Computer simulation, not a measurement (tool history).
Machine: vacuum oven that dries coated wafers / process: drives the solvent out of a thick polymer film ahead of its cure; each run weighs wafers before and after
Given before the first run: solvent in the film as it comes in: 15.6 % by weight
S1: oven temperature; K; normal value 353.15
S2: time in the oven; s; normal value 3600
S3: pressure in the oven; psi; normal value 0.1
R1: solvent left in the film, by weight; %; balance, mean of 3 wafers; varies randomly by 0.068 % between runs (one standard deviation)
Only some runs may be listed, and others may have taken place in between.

{"run": 1, "hour": 0.0, "S1": 353.15, "S2": 3600, "S3": 0.1, "R1": 4.8}
{"run": 2, "hour": 56.3, "S1": 353.15, "S2": 3600, "S3": 0.1, "R1": 4.7}
{"run": 3, "hour": 118.8, "S1": 353.15, "S2": 3120, "S3": 0.1, "R1": 5.34}
{"run": 4, "hour": 174.2, "S1": 353.15, "S2": 2100, "S3": 0.1, "R1": 6.85}
{"run": 5, "hour": 259.3, "S1": 353.15, "S2": 2100, "S3": 0.1, "R1": 7.07}
{"run": 6, "hour": 354.0, "S1": 353.15, "S2": 2100, "S3": 0.1, "R1": 7.13}
{"run": 7, "hour": 447.5, "S1": 343.15, "S2": 2880, "S3": 0.1, "R1": 8.6}

The next listed run, before its measurement:
{"run": 8, "hour": 533.4, "S1": 343.15, "S2": 2880, "S3": 0.1, "R1": "?"}

R1: 8.60 %
Were there no unlogged condition in the tool, this run, its random variation unchanged, would have produced R1 8.19 %.
